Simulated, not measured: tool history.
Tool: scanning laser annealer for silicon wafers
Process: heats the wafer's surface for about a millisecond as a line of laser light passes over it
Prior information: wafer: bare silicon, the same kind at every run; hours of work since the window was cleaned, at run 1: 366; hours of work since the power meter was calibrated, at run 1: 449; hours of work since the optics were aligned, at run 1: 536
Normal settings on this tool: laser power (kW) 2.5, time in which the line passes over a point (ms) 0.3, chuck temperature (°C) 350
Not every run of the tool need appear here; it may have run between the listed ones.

run     day  laser power (kW)  time in which the line passes over a point (ms)  chuck temperature (°C)  hours of work since the window was cleaned  hours of work since the power meter was calibrated  hours of work since the optics were aligned  highest temperature of the surface (°C)
  1       0               2.5                                              0.3                     350                                         366                                                 449                                          536                                     1145
  2   1.404             2.159                                              0.3                     350                                         386                                                 469                                          556                                     1006
      2.104  -- window over the wafer cleaned
  3   3.425               2.5                                            0.236                     350                                          19                                                 496                                          584                                     1062
  4   4.979               2.5                                            0.236                     350                                          41                                                 518                                          606                                     1060
  5    6.15               2.5                                            0.236                     350                                          58                                                 535                                          622                                     1060
  6   7.888               2.5                                            0.236                     348                                          82                                                 560                                          647                                     1052
  7   9.512               2.5                                            0.236                     348                                         105                                                 583                                          670                                     1048
  8  11.688               2.5                                            0.305                     350                                         136                                                 614                                          701                                     1169
  9  13.292               2.5                                            0.305                     350                                         159                                                 637                                          724                                     1166
 10    14.4               2.5                                              0.3                     350                                         175                                                 652                                          740                                     1155
 11  16.108               2.5                                              0.3                     350                                         199                                                 677                                          764                                     1152
 12  17.433               2.5                                              0.3                     350                                         218                                                 696                                          783                                     1151
 13  19.712               2.5                                              0.3                     350                                         251                                                 728                                          815                                     1146
 14  20.917               2.5                                            0.247                     350                                         268                                                 745                                          833                                     1061
 15  22.829               2.5                                              0.3                     350                                         295                                                 772                                          860                                     1142
 16  24.408               2.5                                              0.3                     350                                         318                                                 795                                          882                                     1144
 17  26.667              2.32                                              0.3                     350                                         350                                                 827                                          915                                     1067
 18  27.962              2.32                                              0.3                     350                                         368                                                 846                                          933                                     1067
 19   29.75              2.32                                              0.3                     350                                         394                                                 871                                          958                                     1061
     30.004  -- window over the wafer cleaned
 20  31.088              2.32                                              0.3                     350                                          15                                                 889                                          976                                     1084
 21  33.375             2.257                                              0.3                     362                                          48                                                 921                                         1009                                     1067
 22  34.558             2.343                                            0.258                     330                                          65                                                 938                                         1026                                     1007
 23      36             2.343                                            0.258                     330                                          85                                                 959                                         1046                                     1001
 24  37.017             2.306                                            0.262                     354                                         100                                                 973                                         1061                                     1022
 25  38.171               2.5                                            0.237                     350                                         116                                                 990                                         1077                                     1047
 26  40.233               2.5                                            0.237                     350                                         146                                                1019                                         1106                                     1044
 27  42.038               2.5                                             0.34                     325                                         171                                                1045                                         1132                                     1183
 28  43.583               2.5                                            0.269                     325                                         193                                                1067                                         1154                                     1068
 29  44.962               2.5                                            0.308                     350                                         213                                                1086                                         1174                                     1152
 30  46.325               2.5                                            0.308                     350                                         232                                                1106                                         1193                                     1152
 31  48.292               2.5                                            0.308                     350                                         260                                                1134                                         1221                                     1152
 32  50.125               2.5                                            0.308                     350                                         286                                                1160                                         1247                                     1147
 33  51.529             2.225                                            0.368                     341                                         306                                                1180                                         1267                                     1102
 34  53.154             2.352                                            0.245                     333                                         330                                                1203                                         1290                                      974
 35  54.121               2.5                                              0.3                     364                                         343                                                1217                                         1304                                     1144
 36  55.662             2.424                                            0.272                     324                                         365                                                1239                                         1326                                     1034
 37  56.804             2.424                                            0.272                     324                                         382                                                1255                                         1342                                     1028
     57.983  -- window over the wafer cleaned
 38  58.221               2.5                                            0.243                     384                                           3                                                1274                                         1361                                     1091
 39  60.275               2.5                                            0.243                     384                                          33                                                1303                                         1391                                     1088

Each row is a separate what-if for the run after 39, all from the same tool condition, not one after another. Results?
  A  62.342             2.406                                              0.3                     350                                          62                                                1333                                         1420                                        ?
  B  62.342             2.292                                            0.257                     350                                          62                                                1333                                         1420                                        ?
  C  62.342              2.13                                            0.329                     354                                          62                                                1333                                         1420                                        ?

run  highest temperature of the surface (°C)
  A                                     1110
  B                                     1000
  C                                     1034
Without the tool's unlogged condition, the same runs would have read:
run  highest temperature of the surface (°C)
  A                                     1150
  B                                     1035
  C                                     1070
